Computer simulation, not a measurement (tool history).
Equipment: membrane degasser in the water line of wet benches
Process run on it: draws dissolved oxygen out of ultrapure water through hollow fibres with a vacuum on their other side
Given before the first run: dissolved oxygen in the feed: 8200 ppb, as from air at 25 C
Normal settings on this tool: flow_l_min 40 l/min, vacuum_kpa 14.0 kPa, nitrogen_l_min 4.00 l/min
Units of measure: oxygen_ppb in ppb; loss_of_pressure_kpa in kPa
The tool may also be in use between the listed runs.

Run 1, hour 0.0: usual settings. Result: oxygen_ppb 326.0 ppb, loss_of_pressure_kpa 39.76 kPa.
Run 2, hour 91.2: usual settings. Result: oxygen_ppb 323.8 ppb, loss_of_pressure_kpa 39.54 kPa.
Run 3, hour 216.7: usual settings but vacuum_kpa 26.9 kPa. Result: oxygen_ppb 603.4 ppb, loss_of_pressure_kpa 39.44 kPa.
Run 4, hour 293.1: usual settings but vacuum_kpa 26.9 kPa. Result: oxygen_ppb 599.6 ppb, loss_of_pressure_kpa 39.76 kPa.
Run 5, hour 385.2: usual settings but vacuum_kpa 34.5 kPa. Result: oxygen_ppb 750.9 ppb, loss_of_pressure_kpa 39.39 kPa.
Run 6, hour 502.1: usual settings. Result: oxygen_ppb 325.4 ppb, loss_of_pressure_kpa 39.97 kPa.
Run 7, hour 597.1: usual settings. Result: oxygen_ppb 325.1 ppb, loss_of_pressure_kpa 39.38 kPa.
Run 8, hour 667.1: usual settings. Result: oxygen_ppb 329.4 ppb, loss_of_pressure_kpa 39.58 kPa.
Run 9, hour 822.6: usual settings. Result: oxygen_ppb 324.2 ppb, loss_of_pressure_kpa 39.32 kPa.
Run 10, hour 945.5: usual settings. Result: oxygen_ppb 330.9 ppb, loss_of_pressure_kpa 39.80 kPa.
Run 11, hour 1037.3: usual settings but flow_l_min 57 l/min. Result: oxygen_ppb 580.5 ppb, loss_of_pressure_kpa 56.19 kPa.
Run 12, hour 1168.7: usual settings but nitrogen_l_min 4.71 l/min. Result: oxygen_ppb 298.1 ppb, loss_of_pressure_kpa 39.54 kPa.
Run 13, hour 1271.4: usual settings but nitrogen_l_min 4.71 l/min. Result: oxygen_ppb 292.1 ppb, loss_of_pressure_kpa 39.39 kPa.
Run 14, hour 1359.7: usual settings but nitrogen_l_min 4.71 l/min. Result: oxygen_ppb 293.9 ppb, loss_of_pressure_kpa 39.55 kPa.
Run 15, hour 1493.6: usual settings. Result: oxygen_ppb 325.8 ppb, loss_of_pressure_kpa 39.68 kPa.
Run 16, hour 1580.3: usual settings. Result: oxygen_ppb 331.0 ppb, loss_of_pressure_kpa 39.44 kPa.
Run 17, hour 1711.2: usual settings but flow_l_min 29 l/min, vacuum_kpa 31.3 kPa, nitrogen_l_min 8.03 l/min. Result: oxygen_ppb 264.9 ppb, loss_of_pressure_kpa 28.37 kPa.
Run 18, hour 1857.5: usual settings but flow_l_min 60 l/min, vacuum_kpa 22.9 kPa. Result: oxygen_ppb 880.5 ppb, loss_of_pressure_kpa 58.94 kPa.
Run 19, hour 1923.4: usual settings but flow_l_min 45 l/min, nitrogen_l_min 8.32 l/min. Result: oxygen_ppb 260.2 ppb, loss_of_pressure_kpa 44.28 kPa.
Run 20, hour 2039.6: usual settings but flow_l_min 29 l/min, vacuum_kpa 13.5 kPa, nitrogen_l_min 8.32 l/min. Result: oxygen_ppb 108.9 ppb, loss_of_pressure_kpa 28.61 kPa.
Run 21, hour 2112.8: usual settings but flow_l_min 57 l/min, vacuum_kpa 13.5 kPa, nitrogen_l_min 8.32 l/min. Result: oxygen_ppb 412.3 ppb, loss_of_pressure_kpa 55.69 kPa.
Run 22, hour 2207.4: usual settings but flow_l_min 55 l/min, vacuum_kpa 25.3 kPa, nitrogen_l_min 8.32 l/min. Result: oxygen_ppb 555.2 ppb, loss_of_pressure_kpa 53.72 kPa.
Run 23, hour 2337.9: usual settings but flow_l_min 34 l/min, vacuum_kpa 22.5 kPa, nitrogen_l_min 1.68 l/min. Result: oxygen_ppb 819.8 ppb, loss_of_pressure_kpa 33.10 kPa.
Run 24, hour 2409.6: usual settings but flow_l_min 30 l/min, vacuum_kpa 18.0 kPa, nitrogen_l_min 5.06 l/min. Result: oxygen_ppb 228.5 ppb, loss_of_pressure_kpa 29.28 kPa.
Run 25, hour 2499.1: usual settings but flow_l_min 30 l/min, vacuum_kpa 18.0 kPa, nitrogen_l_min 5.06 l/min. Result: oxygen_ppb 233.5 ppb, loss_of_pressure_kpa 29.59 kPa.
Run 26, hour 2647.7: usual settings but flow_l_min 35 l/min, vacuum_kpa 9.2 kPa, nitrogen_l_min 5.06 l/min. Result: oxygen_ppb 146.1 ppb, loss_of_pressure_kpa 34.72 kPa.
Run 27, hour 2719.2: usual settings but flow_l_min 35 l/min, vacuum_kpa 9.2 kPa, nitrogen_l_min 5.06 l/min. Result: oxygen_ppb 147.5 ppb, loss_of_pressure_kpa 33.83 kPa.
Run 28, hour 2811.2: usual settings but vacuum_kpa 26.1 kPa, nitrogen_l_min 3.60 l/min. Result: oxygen_ppb 626.2 ppb, loss_of_pressure_kpa 39.29 kPa.
Run 29, hour 2902.0: usual settings but flow_l_min 34 l/min, vacuum_kpa 11.3 kPa, nitrogen_l_min 7.07 l/min. Result: oxygen_ppb 138.6 ppb, loss_of_pressure_kpa 33.28 kPa.
At hour 3035.7: seals of the vacuum lines changed.
Run 30, hour 3055.1: usual settings but nitrogen_l_min 8.11 l/min. Result: oxygen_ppb 209.9 ppb, loss_of_pressure_kpa 39.25 kPa.
Run 31, hour 3127.5: usual settings but flow_l_min 28 l/min, vacuum_kpa 13.1 kPa, nitrogen_l_min 8.12 l/min. Result: oxygen_ppb 102.3 ppb, loss_of_pressure_kpa 27.37 kPa.

5 ways to go on from here, each from the tool as it stands after run 31. What would each give?
Run A, hour 3222.2: usual settings but vacuum_kpa 17.0 kPa. Result: oxygen_ppb ?, loss_of_pressure_kpa ?.
Run B, hour 3222.2: usual settings but flow_l_min 53 l/min, vacuum_kpa 13.1 kPa, nitrogen_l_min 8.12 l/min. Result: oxygen_ppb ?, loss_of_pressure_kpa ?.
Run C, hour 3222.2: usual settings but flow_l_min 28 l/min, vacuum_kpa 15.7 kPa, nitrogen_l_min 8.12 l/min. Result: oxygen_ppb ?, loss_of_pressure_kpa ?.
Run D, hour 3222.2: usual settings but flow_l_min 28 l/min, vacuum_kpa 13.1 kPa, nitrogen_l_min 10.04 l/min. Result: oxygen_ppb ?, loss_of_pressure_kpa ?.
Run E, hour 3222.2: usual settings but flow_l_min 43 l/min, nitrogen_l_min 5.63 l/min. Result: oxygen_ppb ?, loss_of_pressure_kpa ?.

run  oxygen_ppb  loss_of_pressure_kpa
  A       390.0                 39.11
  B       354.1                 51.78
  C       123.7                 27.19
  D        86.2                 27.25
  E       298.6                 41.76
The same runs, with their run-to-run variation unchanged, on a tool lacking any hidden condition would have given:
run  oxygen_ppb  loss_of_pressure_kpa
  A       389.6                 39.95
  B       353.5                 52.89
  C       123.6                 27.78
  D        86.1                 27.83
  E       298.2                 42.66
